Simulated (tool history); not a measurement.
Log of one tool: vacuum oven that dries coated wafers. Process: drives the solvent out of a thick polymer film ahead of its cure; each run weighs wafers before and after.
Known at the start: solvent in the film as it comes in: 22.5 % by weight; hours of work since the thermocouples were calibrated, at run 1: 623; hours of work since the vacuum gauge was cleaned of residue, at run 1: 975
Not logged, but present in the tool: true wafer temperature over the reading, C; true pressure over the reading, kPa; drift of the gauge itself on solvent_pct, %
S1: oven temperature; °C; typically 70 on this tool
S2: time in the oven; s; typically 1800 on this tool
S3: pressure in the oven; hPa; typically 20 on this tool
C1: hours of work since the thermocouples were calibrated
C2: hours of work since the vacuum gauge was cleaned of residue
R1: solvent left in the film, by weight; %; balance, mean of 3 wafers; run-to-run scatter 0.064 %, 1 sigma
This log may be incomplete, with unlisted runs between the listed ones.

run	hour	S1	S2	S3	C1	C2	R1
1	0	70	1800	20	623	975	4.23
# hour 15.2: oven's thermocouples calibrated
2	37.9	70	1800	20	13	995	4.24
3	74.2	70	1800	20	33	1016	4.23
4	110.3	70	1800	20	53	1036	4.19
# hour 114.6: oven's thermocouples calibrated, once more
5	135.6	70	1800	20	12	1049	4.03
6	180.9	70	2880	20	37	1074	2.4
7	208.2	70	1620	20	52	1089	4.66
8	230.6	70	1800	20	65	1102	4.11
9	255.4	58	1800	20	78	1115	11.03
10	295.3	58	1800	20	101	1138	11.01
11	325.6	75	1800	20	117	1154	2.25
12	368.7	75	1800	20	141	1178	2.12
13	396.9	70	1800	22.3	157	1194	4.33
14	425	70	1800	17.4	173	1210	4.06
15	446.1	70	1800	17.4	185	1222	4.01
16	481	70	1800	17.4	204	1241	3.99
17	510.4	70	1800	17.4	220	1257	4.21
18	532.8	70	1800	17.4	233	1270	4.14
19	578.1	70	1800	17.4	258	1295	4.15
20	620.4	70	1800	17.4	282	1319	4.08
21	657.4	70	1800	17.4	302	1339	4.05
22	685.3	70	1800	17.4	318	1355	4.2
23	721.1	77	1800	17.4	338	1375	1.55
24	753.6	70	960	17.4	356	1393	8.08
25	797.3	56	1140	28.8	380	1417	14.93
26	826.2	56	1140	28.8	396	1433	14.68
27	863.8	82	1800	35.5	417	1454	1.55
28	894.6	70	1560	12.4	434	1471	4.63
29	937	70	3060	20	458	1495	2.25
30	981.8	72	1140	23.6	483	1520	6.07
31	1004.4	70	1260	17	495	1532	6.21
32	1045.7	73	2340	11.6	518	1555	1.66
33	1093.9	80	1800	15.5	545	1582	1.13
34	1130.1	69	1620	15.5	565	1602	5.13

How the hidden state differs across the entries between the runs, from the last listed run before each to the first after it:
From run 1 to run 2: oven's thermocouples calibrated (hour 15.2)
  true wafer temperature over the reading, C: -0.38 -> -0.5; true pressure over the reading, kPa: 0.151 -> 0.154
  measured value less the no-hidden-state value, R1: +0.27 -> +0.32 %
From run 4 to run 5: oven's thermocouples calibrated, once more (hour 114.6)
  true wafer temperature over the reading, C: -0.53 -> -0.26; true pressure over the reading, kPa: 0.16 -> 0.162
  measured value less the no-hidden-state value, R1: +0.34 -> +0.21 %
